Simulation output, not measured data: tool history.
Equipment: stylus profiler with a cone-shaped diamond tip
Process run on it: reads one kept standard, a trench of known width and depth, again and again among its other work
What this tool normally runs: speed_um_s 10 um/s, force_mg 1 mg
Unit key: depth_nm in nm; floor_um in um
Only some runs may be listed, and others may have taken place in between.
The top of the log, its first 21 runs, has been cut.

run     day  speed_um_s  force_mg  depth_nm  floor_um
 22  14.988          10         1    201.07     47.72
 23  15.654          15         1     201.1     47.76
 24  16.146           4      0.73    200.86     47.84
 25  16.862           4      0.98    201.08     47.77
 26  17.779           4      0.98    201.11      47.8
 27  18.358           4      0.98    201.13     47.76
 28  18.942          18      0.89    201.01     47.65
 29  19.542          19      0.91    201.04     47.69
 30  20.475          19      0.91    201.02      47.7
 31  21.371           2       0.6    200.62      47.8
 32  22.196           5      1.18    201.25     47.79
 33    22.6           5      1.18    201.22     47.74
 34  23.188           5      1.18    201.25     47.72
 35  23.596           2      1.74    201.69     47.73
 36  24.517           2      1.74    201.68     47.76
 37  25.075           3      0.91       201     47.71
 38  25.479           5      1.45     201.4     47.71
 39  25.938           5      2.12    201.93     47.76
 40  26.425          10      2.53    202.32     47.72
 41  26.954          20      0.39    200.39     47.55
 42  27.708           4      1.11    201.13     47.69
 43  28.238           4      0.57    200.58     47.71
 44  28.904          10      0.49    200.55     47.63
 45   29.65          26       0.8    200.74     47.57
 46  30.562           3       2.5     202.2     47.73

Forecast each of these 4 alternatives for the next run:
  A  31.379           3       2.5         ?         ?
  B  31.379          20      0.58         ?         ?
  C  31.379           8      0.51         ?         ?
  D  31.379           6      1.43         ?         ?

run  depth_nm  floor_um
  A    202.19     47.69
  B    200.51     47.57
  C    200.42     47.65
  D    201.42     47.64
With no hidden state in the tool, these same runs would have given:
run  depth_nm  floor_um
  A    202.67     48.02
  B    200.98      47.9
  C     200.9     47.98
  D     201.9     47.98

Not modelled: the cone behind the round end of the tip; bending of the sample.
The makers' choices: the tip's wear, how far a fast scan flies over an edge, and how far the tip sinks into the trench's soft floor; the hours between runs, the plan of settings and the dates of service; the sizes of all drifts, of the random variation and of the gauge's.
